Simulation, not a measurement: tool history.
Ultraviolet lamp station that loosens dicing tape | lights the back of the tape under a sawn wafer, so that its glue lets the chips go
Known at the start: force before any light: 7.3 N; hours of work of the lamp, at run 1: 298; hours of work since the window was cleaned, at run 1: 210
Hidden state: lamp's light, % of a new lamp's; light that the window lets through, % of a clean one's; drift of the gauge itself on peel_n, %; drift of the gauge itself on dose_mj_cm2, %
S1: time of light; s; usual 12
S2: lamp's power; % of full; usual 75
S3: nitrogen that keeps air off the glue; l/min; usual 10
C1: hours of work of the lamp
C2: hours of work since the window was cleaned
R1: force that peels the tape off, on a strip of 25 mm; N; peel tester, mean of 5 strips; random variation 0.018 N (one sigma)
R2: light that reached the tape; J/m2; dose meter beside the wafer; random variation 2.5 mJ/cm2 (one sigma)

| run | hour | S1 | S2 | S3 | C1 | C2 | R1 | R2 |
|---|---|---|---|---|---|---|---|---|
| 1 | 0.0 | 12 | 75 | 10 | 298 | 210 | 1.297 | 2530 |
| 2 | 28.9 | 8 | 75 | 10 | 312 | 223 | 2.247 | 1700 |
| 3 | 48.3 | 8 | 75 | 10 | 321 | 233 | 2.264 | 1640 |
| 4 | 75.8 | 11 | 75 | 10 | 334 | 246 | 1.473 | 2230 |
| 5 | 108.5 | 12 | 93 | 10 | 350 | 261 | 0.912 | 2980 |
|  | 118.9 | window cleaned of glue's vapour |
| 6 | 138.1 | 12 | 93 | 10 | 364 | 9 | 0.830 | 3180 |
| 7 | 173.3 | 12 | 86 | 10 | 381 | 26 | 0.970 | 2910 |
| 8 | 193.4 | 12 | 86 | 10 | 390 | 36 | 0.975 | 2880 |
| 9 | 209.0 | 10 | 75 | 10 | 398 | 43 | 1.686 | 2090 |
| 10 | 226.5 | 23 | 75 | 10 | 406 | 51 | 0.360 | 4820 |
| 11 | 241.1 | 23 | 75 | 5 | 413 | 58 | 0.613 | 4750 |
| 12 | 259.5 | 23 | 75 | 5 | 422 | 67 | 0.629 | 4670 |
| 13 | 276.0 | 12 | 75 | 10 | 430 | 75 | 1.291 | 2480 |
| 14 | 303.2 | 20 | 75 | 10 | 443 | 88 | 0.504 | 4050 |
| 15 | 328.6 | 12 | 75 | 10 | 455 | 100 | 1.374 | 2400 |
| 16 | 362.0 | 12 | 75 | 10 | 471 | 116 | 1.385 | 2340 |
| 17 | 388.3 | 12 | 75 | 10 | 483 | 129 | 1.435 | 2340 |
| 18 | 405.0 | 12 | 75 | 14 | 491 | 136 | 1.137 | 2340 |
| 19 | 427.1 | 12 | 75 | 14 | 502 | 147 | 1.198 | 2320 |
| 20 | 448.9 | 12 | 75 | 14 | 512 | 157 | 1.214 | 2270 |
| 21 | 464.7 | 14 | 66 | 7 | 520 | 165 | 1.690 | 2370 |
| 22 | 490.9 | 16 | 64 | 4 | 532 | 177 | 1.966 | 2600 |
| 23 | 523.6 | 22 | 64 | 4 | 548 | 193 | 1.273 | 3500 |
| 24 | 554.6 | 17 | 77 | 17 | 563 | 208 | 0.587 | 3230 |
| 25 | 571.6 | 15 | 94 | 17 | 571 | 216 | 0.508 | 3460 |
| 26 | 588.0 | 15 | 94 | 17 | 578 | 224 | 0.504 | 3350 |
| 27 | 607.2 | 12 | 61 | 4 | 588 | 233 | 2.940 | 1790 |
| 28 | 627.2 | 12 | 61 | 4 | 597 | 243 | 3.114 | 1740 |
| 29 | 647.9 | 12 | 75 | 6 | 607 | 252 | 2.089 | 2160 |
| 30 | 662.9 | 12 | 75 | 6 | 614 | 260 | 2.093 | 2100 |
|  | 676.7 | window cleaned of glue's vapour |
| 31 | 679.9 | 10 | 75 | 4 | 622 | 2 | 2.835 | 1900 |
| 32 | 704.4 | 16 | 75 | 6 | 634 | 13 | 1.254 | 3000 |
| 33 | 721.5 | 9 | 68 | 10 | 642 | 21 | 2.440 | 1520 |
| 34 | 742.7 | 10 | 68 | 10 | 652 | 32 | 2.224 | 1670 |
| 35 | 769.3 | 12 | 75 | 15 | 665 | 44 | 1.255 | 2200 |
| 36 | 794.1 | 7 | 75 | 6 | 677 | 56 | 3.290 | 1290 |

Some steps in R1 between neighbouring runs. How much of each would the tool show without its hidden state too (settings, what came in, random variation), and how much is left for the hidden state, with any gauge scatter that isn't in both results?
Run 9 -> 10: S1 10 -> 23. R1 -1.326 N: hidden state -0.341, all else -0.985.
Run 26 -> 27: S1 15 -> 12, S2 94 -> 61, S3 17 -> 4. R1 +2.436 N: hidden state +0.653, all else +1.783.
Run 31 -> 32: S1 10 -> 16, S3 4 -> 6. R1 -1.581 N: hidden state -0.255, all else -1.326.
Run 35 -> 36: S1 12 -> 7, S3 15 -> 6. R1 +2.035 N: hidden state +0.297, all else +1.738.
